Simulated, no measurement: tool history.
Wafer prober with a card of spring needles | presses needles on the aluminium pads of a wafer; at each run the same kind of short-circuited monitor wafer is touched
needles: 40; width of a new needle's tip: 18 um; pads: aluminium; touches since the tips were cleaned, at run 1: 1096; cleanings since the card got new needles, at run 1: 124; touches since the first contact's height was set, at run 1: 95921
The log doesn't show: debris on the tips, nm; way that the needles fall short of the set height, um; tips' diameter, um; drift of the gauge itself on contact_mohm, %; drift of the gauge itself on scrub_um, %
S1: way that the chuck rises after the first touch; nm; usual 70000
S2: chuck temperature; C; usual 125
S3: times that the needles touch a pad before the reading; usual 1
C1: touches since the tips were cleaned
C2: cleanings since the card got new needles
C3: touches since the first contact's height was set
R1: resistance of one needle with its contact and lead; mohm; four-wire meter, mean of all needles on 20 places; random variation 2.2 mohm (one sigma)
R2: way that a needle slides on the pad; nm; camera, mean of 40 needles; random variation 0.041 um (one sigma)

run 1 hour=0.0 | S1=70000 S2=125 S3=1 | C1=1096 C2=124 C3=95921 | R1=260 R2=16750
-- hour=1.6 tips cleaned on abrasive film
-- hour=5.3 tips cleaned on abrasive film
-- hour=9.1 tips cleaned on abrasive film
-- hour=12.1 tips cleaned on abrasive film
-- hour=15.8 tips cleaned on abrasive film
run 2 hour=16.6 | S1=70000 S2=125 S3=1 | C1=469 C2=129 C3=106298 | R1=257 R2=16580
-- hour=19.6 tips cleaned on abrasive film
-- hour=23.3 tips cleaned on abrasive film
-- hour=27.1 tips cleaned on abrasive film
run 3 hour=29.2 | S1=70000 S2=125 S3=1 | C1=1375 C2=132 C3=114278 | R1=267 R2=16530
-- hour=30.8 tips cleaned on abrasive film
-- hour=34.5 tips cleaned on abrasive film
-- hour=38.3 tips cleaned on abrasive film
-- hour=41.3 tips cleaned on abrasive film
run 4 hour=42.2 | S1=76000 S2=125 S3=1 | C1=579 C2=136 C3=122405 | R1=256 R2=18020
-- hour=44.5 tips cleaned on abrasive film
-- hour=48.3 tips cleaned on abrasive film
-- hour=52.0 tips cleaned on abrasive film
run 5 hour=53.8 | S1=76000 S2=125 S3=1 | C1=1172 C2=139 C3=129711 | R1=265 R2=18000
-- hour=55.4 tips cleaned on abrasive film
-- hour=59.1 tips cleaned on abrasive film
-- hour=62.9 tips cleaned on abrasive film
run 6 hour=65.5 | S1=80000 S2=125 S3=1 | C1=1700 C2=142 C3=137070 | R1=265 R2=18970
-- hour=66.4 tips cleaned on abrasive film
-- hour=70.1 tips cleaned on abrasive film
-- hour=73.9 tips cleaned on abrasive film
-- hour=77.6 tips cleaned on abrasive film
run 7 hour=78.9 | S1=80000 S2=125 S3=1 | C1=819 C2=146 C3=145438 | R1=259 R2=18880
-- hour=81.2 tips cleaned on abrasive film
-- hour=84.9 tips cleaned on abrasive film
-- hour=88.7 tips cleaned on abrasive film
run 8 hour=88.9 | S1=80000 S2=125 S3=1 | C1=134 C2=149 C3=151705 | R1=246 R2=18760
-- hour=91.9 tips cleaned on abrasive film
-- hour=95.7 tips cleaned on abrasive film
-- hour=99.4 tips cleaned on abrasive film
-- hour=103.2 tips cleaned on abrasive film
-- hour=106.9 tips cleaned on abrasive film
run 9 hour=107.2 | S1=80000 S2=125 S3=1 | C1=200 C2=154 C3=163229 | R1=255 R2=18700
-- hour=110.3 tips cleaned on abrasive film
-- hour=113.3 tips cleaned on abrasive film
-- hour=116.8 tips cleaned on abrasive film
run 10 hour=116.8 | S1=80000 S2=125 S3=1 | C1=0 C2=157 C3=169194 | R1=247 R2=18650
-- hour=119.8 tips cleaned on abrasive film
-- hour=123.6 tips cleaned on abrasive film
-- hour=127.3 tips cleaned on abrasive film
-- hour=131.1 tips cleaned on abrasive film
-- hour=134.1 tips cleaned on abrasive film
run 11 hour=134.7 | S1=80000 S2=125 S3=1 | C1=382 C2=162 C3=180428 | R1=250 R2=18700
-- hour=137.7 tips cleaned on abrasive film
-- hour=141.5 tips cleaned on abrasive film
-- hour=145.2 tips cleaned on abrasive film
-- hour=146.0 height of the first contact set anew
run 12 hour=146.0 | S1=80000 S2=125 S3=1 | C1=298 C2=165 C3=0 | R1=254 R2=19490
-- hour=149.0 tips cleaned on abrasive film
-- hour=152.8 tips cleaned on abrasive film
-- hour=156.5 tips cleaned on abrasive film
-- hour=160.3 tips cleaned on abrasive film
-- hour=163.3 tips cleaned on abrasive film
run 13 hour=164.0 | S1=87000 S2=125 S3=1 | C1=450 C2=170 C3=11301 | R1=254 R2=21220
-- hour=167.0 tips cleaned on abrasive film
-- hour=170.8 tips cleaned on abrasive film
-- hour=174.5 tips cleaned on abrasive film
run 14 hour=175.3 | S1=70000 S2=125 S3=2 | C1=488 C2=173 C3=18394 | R1=254 R2=17030
-- hour=177.6 tips cleaned on abrasive film
-- hour=181.3 tips cleaned on abrasive film
-- hour=185.1 tips cleaned on abrasive film
-- hour=188.8 tips cleaned on abrasive film
run 15 hour=191.7 | S1=70000 S2=96 S3=3 | C1=1826 C2=177 C3=28714 | R1=249 R2=16990
-- hour=192.5 tips cleaned on abrasive film
-- hour=196.2 tips cleaned on abrasive film
-- hour=200.0 tips cleaned on abrasive film
run 16 hour=201.6 | S1=70000 S2=96 S3=3 | C1=1041 C2=180 C3=34946 | R1=244 R2=16850
-- hour=203.2 tips cleaned on abrasive film
-- hour=206.9 tips cleaned on abrasive film
-- hour=210.7 tips cleaned on abrasive film
-- hour=213.7 tips cleaned on abrasive film
-- hour=217.4 tips cleaned on abrasive film
run 17 hour=220.4 | S1=70000 S2=96 S3=3 | C1=1878 C2=185 C3=46729 | R1=252 R2=16870
-- hour=221.2 tips cleaned on abrasive film
-- hour=224.9 tips cleaned on abrasive film
-- hour=228.7 tips cleaned on abrasive film
-- hour=232.4 tips cleaned on abrasive film
run 18 hour=233.7 | S1=70000 S2=96 S3=3 | C1=828 C2=189 C3=55105 | R1=243 R2=16840
-- hour=236.0 tips cleaned on abrasive film
-- hour=239.0 tips cleaned on abrasive film
-- hour=242.8 tips cleaned on abrasive film
run 19 hour=243.5 | S1=57000 S2=39 S3=1 | C1=477 C2=192 C3=61243 | R1=249 R2=13680
-- hour=245.8 tips cleaned on abrasive film
-- hour=249.6 tips cleaned on abrasive film
-- hour=253.3 tips cleaned on abrasive film
run 20 hour=254.3 | S1=89000 S2=124 S3=1 | C1=642 C2=195 C3=68028 | R1=254 R2=21420
-- hour=256.6 tips cleaned on abrasive film
-- hour=260.4 tips cleaned on abrasive film
-- hour=264.1 tips cleaned on abrasive film
-- hour=267.9 tips cleaned on abrasive film
-- hour=271.6 tips cleaned on abrasive film
run 21 hour=272.0 | S1=70000 S2=125 S3=3 | C1=223 C2=200 C3=79102 | R1=250 R2=16810
-- hour=275.0 tips cleaned on abrasive film
-- hour=278.0 tips cleaned on abrasive film
run 22 hour=280.6 | S1=70000 S2=125 S3=3 | C1=1635 C2=202 C3=84513 | R1=254 R2=16740
-- hour=281.4 tips cleaned on abrasive film
-- hour=285.2 tips cleaned on abrasive film
-- hour=288.9 tips cleaned on abrasive film
-- hour=300.9 card fitted with new needles
-- hour=303.9 tips cleaned on abrasive film
-- hour=307.7 tips cleaned on abrasive film
run 23 hour=310.1 | S1=70000 S2=125 S3=3 | C1=1587 C2=2 C3=5833 | R1=253 R2=17090
-- hour=311.0 tips cleaned on abrasive film
-- hour=314.7 tips cleaned on abrasive film
-- hour=318.5 tips cleaned on abrasive film
-- hour=322.2 tips cleaned on abrasive film
-- hour=326.0 tips cleaned on abrasive film
run 24 hour=327.3 | S1=70000 S2=125 S3=3 | C1=831 C2=7 C3=16571 | R1=248 R2=17040

The next listed run, before its measurement:
-- hour=329.6 tips cleaned on abrasive film
-- hour=332.6 tips cleaned on abrasive film
-- hour=336.3 tips cleaned on abrasive film
-- hour=340.1 tips cleaned on abrasive film
run 25 hour=340.1 | S1=70000 S2=125 S3=2 | C1=19 C2=11 C3=24610 | R1=? R2=?

Run 25 gave R1 247 mohm, R2 16960 nm.
Without the tool's hidden state the same run would have given R1 246 mohm, R2 17070 nm.

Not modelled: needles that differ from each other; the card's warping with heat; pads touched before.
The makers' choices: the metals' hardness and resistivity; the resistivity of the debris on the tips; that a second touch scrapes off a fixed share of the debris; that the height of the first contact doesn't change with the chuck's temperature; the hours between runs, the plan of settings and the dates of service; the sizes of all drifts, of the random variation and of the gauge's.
